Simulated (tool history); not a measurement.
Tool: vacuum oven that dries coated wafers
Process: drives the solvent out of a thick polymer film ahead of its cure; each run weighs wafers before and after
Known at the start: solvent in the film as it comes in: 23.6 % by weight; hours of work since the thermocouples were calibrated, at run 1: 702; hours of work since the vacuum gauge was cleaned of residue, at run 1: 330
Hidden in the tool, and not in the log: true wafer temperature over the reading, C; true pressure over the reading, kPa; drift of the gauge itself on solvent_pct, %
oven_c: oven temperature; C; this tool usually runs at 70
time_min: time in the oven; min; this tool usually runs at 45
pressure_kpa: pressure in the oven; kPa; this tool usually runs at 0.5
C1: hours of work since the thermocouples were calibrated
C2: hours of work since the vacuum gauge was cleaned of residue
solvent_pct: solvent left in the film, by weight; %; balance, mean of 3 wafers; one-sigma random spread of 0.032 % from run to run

Run 1, hour 0: usual settings; C1 702; C2 330. Result: solvent_pct 4.32 %.
Run 2, hour 79.9: usual settings but pressure_kpa 1.291 kPa; C1 749; C2 377. Result: solvent_pct 4.62 %.
At hour 97.3: oven's thermocouples calibrated.
Run 3, hour 122.7: usual settings but pressure_kpa 1.291 kPa; C1 15; C2 401. Result: solvent_pct 5.2 %.
Run 4, hour 173.9: usual settings but pressure_kpa 1.291 kPa; C1 45; C2 431. Result: solvent_pct 5.18 %.
Run 5, hour 229.8: usual settings but pressure_kpa 1.291 kPa; C1 78; C2 464. Result: solvent_pct 5.13 %.
Run 6, hour 276.9: usual settings but pressure_kpa 1.291 kPa; C1 105; C2 492. Result: solvent_pct 5.18 %.
Run 7, hour 320.4: usual settings; C1 131; C2 517. Result: solvent_pct 4.81 %.
Run 8, hour 390.1: usual settings; C1 172; C2 558. Result: solvent_pct 4.83 %.

Run 9 comes next. What will it give?
Run 9, hour 481: usual settings; C1 225; C2 612. Result: solvent_pct ?.

solvent_pct: 4.76 %
Minus the tool's unlogged condition, the same run would have read solvent_pct 4.87 %.
